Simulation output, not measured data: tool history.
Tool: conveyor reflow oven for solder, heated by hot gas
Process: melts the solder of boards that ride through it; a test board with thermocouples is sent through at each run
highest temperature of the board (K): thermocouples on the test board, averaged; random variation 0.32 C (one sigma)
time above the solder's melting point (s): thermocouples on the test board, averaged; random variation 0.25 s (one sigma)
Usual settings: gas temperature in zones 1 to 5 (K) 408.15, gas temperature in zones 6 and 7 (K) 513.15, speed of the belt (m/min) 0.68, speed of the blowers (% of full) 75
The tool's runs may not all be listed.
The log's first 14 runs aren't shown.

run   hour  gas temperature in zones 1 to 5 (K)  gas temperature in zones 6 and 7 (K)  speed of the belt (m/min)  speed of the blowers (% of full)  highest temperature of the board (K)  time above the solder's melting point (s)
 15  149.7                               408.15                                513.15                       0.68                                75                                493.45                                         54
 16  161.1                               408.15                                513.15                       0.68                                75                                493.95                                       54.2
 17  167.3                               409.15                                513.15                       0.68                                75                                494.25                                       54.9
 18  174.1                               408.15                                512.15                      0.679                                73                                491.95                                       53.1
 19  180.4                               408.15                                512.15                      0.679                                73                                491.65                                       53.1
 20  191.8                               419.15                                511.15                      0.771                                75                                490.15                                       48.1
 21  205.9                               419.15                                514.15                      0.721                                75                                494.15                                       55.3
 22  220.7                               393.15                                513.15                      0.721                                75                                488.25                                       42.8
 23  231.9                               408.15                                528.15                      0.771                                52                                490.05                                       44.2
 24  239.5                               408.15                                528.15                      0.771                                52                                490.15                                         44
 25  254.3                               405.15                                520.15                       0.68                                75                                499.05                                       56.3
 26  261.8                               405.15                                520.15                       0.68                                75                                498.35                                       56.4
 27  272.9                               408.15                                513.15                      0.717                                72                                490.85                                       49.1
 28  281.9                               415.15                                513.15                       0.68                                70                                493.05                                       56.4
 29  289.9                               415.15                                513.15                       0.68                                70                                493.25                                       56.2
 30  302.2                               406.15                                513.15                       0.68                                75                                492.35                                       53.2
 31  311.9                               406.15                                513.15                       0.68                                75                                492.45                                       52.6

4 ways to go on from here, each from the tool as it stands after run 31. What would each give?
  A  318.4                               406.15                                513.15                      0.605                                75                                     ?                                          ?
  B  318.4                               397.15                                515.15                       0.68                                89                                     ?                                          ?
  C  318.4                               406.15                                513.15                       0.68                                75                                     ?                                          ?
  D  318.4                               400.15                                513.15                       0.68                                75                                     ?                                          ?

run  highest temperature of the board (K)  time above the solder's melting point (s)
  A                                496.15                                       63.2
  B                                496.15                                       53.6
  C                                492.35                                         53
  D                                491.25                                       50.7
Without the tool's hidden state the same runs would have given:
run  highest temperature of the board (K)  time above the solder's melting point (s)
  A                                497.25                                       63.3
  B                                497.45                                       53.9
  C                                493.45                                       53.2
  D                                492.35                                         51
